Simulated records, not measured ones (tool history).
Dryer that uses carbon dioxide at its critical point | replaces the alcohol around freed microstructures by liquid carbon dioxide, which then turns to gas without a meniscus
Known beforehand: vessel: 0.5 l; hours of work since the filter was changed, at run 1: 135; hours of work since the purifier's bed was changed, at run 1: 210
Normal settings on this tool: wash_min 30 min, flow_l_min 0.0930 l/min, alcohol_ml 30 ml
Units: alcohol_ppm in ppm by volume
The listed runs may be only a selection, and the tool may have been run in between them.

| run | hour | wash_min | flow_l_min | alcohol_ml | hours of work since the filter was changed | hours of work since the purifier's bed was changed | alcohol_ppm |
|---|---|---|---|---|---|---|---|
| 1 | 0.0 | 30 | 0.0930 | 30 | 135 | 210 | 464 |
| 2 | 35.0 | 30 | 0.0930 | 30 | 160 | 234 | 506 |
|  | 54.5 | inlet filter changed |
| 3 | 67.7 | 30 | 0.0930 | 30 | 9 | 257 | 328 |
| 4 | 102.4 | 30 | 0.0930 | 30 | 34 | 281 | 342 |
| 5 | 134.7 | 30 | 0.0930 | 30 | 57 | 304 | 362 |
| 6 | 168.7 | 30 | 0.0930 | 30 | 81 | 328 | 400 |
| 7 | 204.4 | 30 | 0.0930 | 30 | 106 | 354 | 413 |
| 8 | 240.3 | 30 | 0.0930 | 71 | 132 | 379 | 1064 |
| 9 | 276.8 | 30 | 0.1302 | 30 | 158 | 405 | 90 |
|  | 300.2 | inlet filter changed |
| 10 | 300.2 | 30 | 0.1302 | 30 | 0 | 421 | 70 |
| 11 | 319.8 | 30 | 0.1302 | 30 | 14 | 435 | 73 |
| 12 | 359.8 | 30 | 0.0930 | 39 | 42 | 463 | 447 |
| 13 | 391.5 | 30 | 0.0930 | 30 | 65 | 486 | 374 |
| 14 | 420.5 | 30 | 0.0930 | 30 | 85 | 506 | 403 |
| 15 | 440.2 | 30 | 0.0930 | 30 | 99 | 520 | 420 |
| 16 | 478.1 | 30 | 0.0930 | 21 | 126 | 547 | 337 |
| 17 | 501.2 | 30 | 0.0930 | 30 | 143 | 564 | 464 |
| 18 | 519.1 | 30 | 0.0930 | 30 | 155 | 576 | 485 |
|  | 545.1 | inlet filter changed |
| 19 | 549.9 | 30 | 0.0930 | 30 | 3 | 598 | 329 |
| 20 | 591.1 | 30 | 0.0930 | 30 | 33 | 627 | 356 |
| 21 | 617.0 | 30 | 0.0930 | 105 | 51 | 645 | 1270 |
| 22 | 653.9 | 30 | 0.0930 | 105 | 77 | 671 | 1323 |
| 23 | 693.6 | 23 | 0.0930 | 30 | 105 | 699 | 1314 |
| 24 | 711.7 | 23 | 0.0930 | 30 | 118 | 712 | 1340 |
| 25 | 749.7 | 24 | 0.0930 | 56 | 145 | 739 | 2263 |
| 26 | 768.6 | 24 | 0.0930 | 96 | 159 | 753 | 3992 |
|  | 790.2 | inlet filter changed |
| 27 | 796.6 | 24 | 0.0879 | 96 | 5 | 772 | 3277 |
| 28 | 816.8 | 41 | 0.0879 | 21 | 19 | 786 | 86 |
| 29 | 853.2 | 20 | 0.0879 | 84 | 45 | 812 | 6149 |
| 30 | 871.6 | 18 | 0.0635 | 26 | 58 | 825 | 6278 |

Run 31 comes next. What will it give?
| 31 | 892.0 | 18 | 0.0576 | 45 | 72 | 840 | ? |

{"run 31": {"alcohol_ppm": 13431}}
With no hidden state in the tool, this same run would have given alcohol_ppm 12268 ppm by volume.
